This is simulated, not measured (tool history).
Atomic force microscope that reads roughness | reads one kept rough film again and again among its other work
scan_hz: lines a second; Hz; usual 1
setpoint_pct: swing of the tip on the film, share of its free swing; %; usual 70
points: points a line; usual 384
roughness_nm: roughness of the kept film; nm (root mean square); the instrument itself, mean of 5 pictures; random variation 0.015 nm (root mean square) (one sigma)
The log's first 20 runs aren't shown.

run	day	scan_hz	setpoint_pct	points	roughness_nm
# day 22.062: new tip fitted
21	23.392	1.1	70	384	3.277
22	24.296	1	70	444	3.207
23	25.125	1	70	444	3.056
24	25.992	1	70	444	2.984
25	27.183	1	70	400	2.832
26	28.042	1	70	400	2.747
27	29.392	1	70	400	2.609
28	30.754	1	70	400	2.501

Forecast run 29:
29	31.604	1	67	384	?

Run 29 gave roughness_nm 2.465 nm (root mean square).
Without the tool's hidden state the same run would have given roughness_nm 3.538 nm (root mean square).
